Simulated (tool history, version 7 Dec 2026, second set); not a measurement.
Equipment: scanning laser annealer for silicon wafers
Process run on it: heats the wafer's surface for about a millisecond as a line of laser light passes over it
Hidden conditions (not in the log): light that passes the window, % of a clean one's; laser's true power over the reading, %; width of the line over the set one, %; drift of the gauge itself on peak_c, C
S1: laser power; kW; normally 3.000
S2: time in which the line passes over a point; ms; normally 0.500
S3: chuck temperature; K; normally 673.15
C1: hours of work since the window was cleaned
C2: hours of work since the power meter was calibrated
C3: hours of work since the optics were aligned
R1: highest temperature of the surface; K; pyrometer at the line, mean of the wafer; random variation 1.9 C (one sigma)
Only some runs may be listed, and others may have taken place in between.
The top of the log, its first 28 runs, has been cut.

run,hour,S1,S2,S3,C1,C2,C3,R1
29,964.3,2.597,0.500,672.15,356,1017,349,1333.15
30,991.7,2.597,0.571,711.15,372,1034,365,1410.15
31,1033.8,3.000,0.500,639.15,398,1059,391,1408.15
32,1077.6,2.842,0.391,639.15,424,1086,417,1287.15
33,1126.7,2.951,0.391,688.15,454,1115,447,1359.15
34,1167.4,2.951,0.366,709.15,478,1140,472,1361.15
35,1207.0,2.951,0.366,709.15,502,1164,496,1358.15
36,1237.7,3.043,0.548,676.15,521,1182,514,1471.15
37,1272.2,3.000,0.614,673.15,542,1203,535,1497.15
38,1294.7,3.000,0.614,673.15,555,1217,549,1494.15
# hour 1335.3: window over the wafer cleaned
39,1344.8,3.291,0.538,639.15,6,1246,578,1548.15

Here are 5 independent what-if runs from the current tool condition. What would each one return?
A,1383.6,3.000,0.500,660.15,29,1270,601,?
B,1383.6,2.810,0.382,638.15,29,1270,601,?
C,1383.6,2.870,0.538,639.15,29,1270,601,?
D,1383.6,3.291,0.538,661.15,29,1270,601,?
E,1383.6,3.000,0.500,686.15,29,1270,601,?

run,R1
A,1449.15
B,1291.15
C,1421.15
D,1565.15
E,1478.15
The same runs, with their run-to-run variation unchanged, on a tool lacking any hidden condition would have given:
run,R1
A,1474.15
B,1312.15
C,1445.15
D,1593.15
E,1503.15
